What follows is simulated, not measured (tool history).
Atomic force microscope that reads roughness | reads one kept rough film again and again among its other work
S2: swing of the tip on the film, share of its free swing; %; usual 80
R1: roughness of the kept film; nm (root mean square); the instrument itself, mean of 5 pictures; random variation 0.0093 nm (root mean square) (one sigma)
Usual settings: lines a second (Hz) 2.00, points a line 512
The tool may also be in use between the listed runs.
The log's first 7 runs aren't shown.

Run 8, day 9.229: usual settings. Result: R1 1.893 nm (root mean square).
Run 9, day 10.858: usual settings but S2 72 %. Result: R1 1.924 nm (root mean square).
At day 11.004: new tip fitted.
Run 10, day 12.188: usual settings but points a line 741. Result: R1 2.019 nm (root mean square).
Run 11, day 13.404: usual settings but points a line 741. Result: R1 1.962 nm (root mean square).
At day 13.525: height scale calibrated on a step standard.
Run 12, day 15.296: usual settings but points a line 741. Result: R1 1.872 nm (root mean square).
At day 16.338: new tip fitted.
Run 13, day 16.479: usual settings but points a line 671. Result: R1 2.119 nm (root mean square).
At day 16.917: height scale calibrated on a step standard, once more.
Run 14, day 18.438: usual settings but points a line 704. Result: R1 1.974 nm (root mean square).
Run 15, day 19.283: usual settings but points a line 704. Result: R1 1.905 nm (root mean square).
Run 16, day 20.229: usual settings but points a line 704. Result: R1 1.851 nm (root mean square).
At day 21.596: new tip fitted.
Run 17, day 21.596: usual settings but lines a second (Hz) 3.19, S2 57 %, points a line 704. Result: R1 2.346 nm (root mean square).
Run 18, day 22.404: usual settings but S2 67 %, points a line 277. Result: R1 2.213 nm (root mean square).
Run 19, day 24.021: usual settings but lines a second (Hz) 2.24, S2 57 %, points a line 509. Result: R1 2.234 nm (root mean square).
Run 20, day 24.879: usual settings but lines a second (Hz) 0.65, S2 59 %, points a line 351. Result: R1 2.238 nm (root mean square).
Run 21, day 26.071: usual settings but lines a second (Hz) 3.71, S2 70 %, points a line 379. Result: R1 1.805 nm (root mean square).
At day 26.925: new tip fitted.
Run 22, day 27.917: usual settings but lines a second (Hz) 1.07, S2 70 %, points a line 379. Result: R1 2.299 nm (root mean square).
Run 23, day 29.842: usual settings but lines a second (Hz) 1.74, S2 59 %, points a line 283. Result: R1 2.190 nm (root mean square).
Run 24, day 31.617: usual settings but lines a second (Hz) 2.53, S2 76 %. Result: R1 1.812 nm (root mean square).
At day 32.217: new tip fitted.
Run 25, day 33.525: usual settings but lines a second (Hz) 0.57, S2 86 %. Result: R1 2.268 nm (root mean square).
Run 26, day 34.450: usual settings but lines a second (Hz) 0.57, S2 71 %. Result: R1 2.293 nm (root mean square).
Run 27, day 35.950: usual settings but lines a second (Hz) 0.60, S2 61 %, points a line 342. Result: R1 2.211 nm (root mean square).
Run 28, day 36.762: usual settings but lines a second (Hz) 0.60, S2 61 %, points a line 342. Result: R1 2.191 nm (root mean square).
At day 37.471: new tip fitted.
Run 29, day 38.612: usual settings but lines a second (Hz) 1.02, S2 55 %, points a line 590. Result: R1 2.410 nm (root mean square).
Run 30, day 39.579: usual settings but lines a second (Hz) 1.02, S2 55 %, points a line 590. Result: R1 2.329 nm (root mean square).
Run 31, day 40.750: usual settings but lines a second (Hz) 1.02, S2 83 %, points a line 438. Result: R1 2.035 nm (root mean square).

Forecast each of these 4 alternatives for the next run:
Run A, day 42.483: usual settings but lines a second (Hz) 1.02, S2 82 %, points a line 484. Result: R1 ?.
Run B, day 42.483: usual settings but points a line 916. Result: R1 ?.
Run C, day 42.483: usual settings but lines a second (Hz) 1.02, S2 68 %, points a line 881. Result: R1 ?.
Run D, day 42.483: usual settings but lines a second (Hz) 0.72, S2 56 %, points a line 369. Result: R1 ?.

run     R1
  A  1.979
  B  1.801
  C  2.079
  D  2.153
Without the tool's hidden state the same runs would have given:
run     R1
  A  2.288
  B  2.084
  C  2.406
  D  2.491

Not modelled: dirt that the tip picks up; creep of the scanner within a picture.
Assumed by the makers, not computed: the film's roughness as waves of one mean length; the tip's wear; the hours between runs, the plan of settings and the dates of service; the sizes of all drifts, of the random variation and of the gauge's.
